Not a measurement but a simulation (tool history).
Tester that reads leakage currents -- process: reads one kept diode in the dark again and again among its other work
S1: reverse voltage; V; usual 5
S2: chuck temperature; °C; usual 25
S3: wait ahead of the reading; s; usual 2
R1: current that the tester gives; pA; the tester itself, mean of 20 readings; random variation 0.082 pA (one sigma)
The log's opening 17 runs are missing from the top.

run,hour,S1,S2,S3,R1
18,1546.8,5,25,2.81,26.51
19,1621,14.47,25,2,44.79
20,1670.3,14.47,25,2,45.3
21,1736.7,1.86,25,0.56,18.49
22,1809.4,1.86,41,4.71,62.45
23,1924.4,1.2,41,0.92,53.89
# hour 1937.8: probe card cleaned and baked
24,2000.3,2.85,28,3.73,26.19
25,2061.2,1.1,36,7.63,35.55
# hour 2072.4: chuck's temperature calibrated
26,2130.5,5,33,0.42,43.11
27,2185,1.93,25,0.32,16.25
28,2284.8,10.43,48,1.49,175.85
29,2372.7,4.23,30,2,32.27
30,2481.3,3.27,31,2,32.3
31,2554,3.27,26,2,21.87
32,2626.2,3.27,26,2,22.19
33,2697.1,3.27,25,2,20.69
34,2785.9,3.27,25,2,21.13
35,2904.5,19.08,25,0.46,48.77
36,3000,5,25,0.5,26.69
37,3065.1,3.84,53,2,193.4
# hour 3159.2: chuck's temperature calibrated
38,3182.1,5,25,2,22.79
39,3288,5,25,2,23.21

What if the next run were any one of these 3? Each begins from the tool's condition after run 39:
A,3370.5,6.11,25,2,?
B,3370.5,3.86,22,0.37,?
C,3370.5,8.97,25,2,?

run,R1
A,25.9
B,18.09
C,30.46
The same runs, with their run-to-run variation unchanged, on a tool lacking any hidden condition would have given:
run,R1
A,23.5
B,16.56
C,27.08
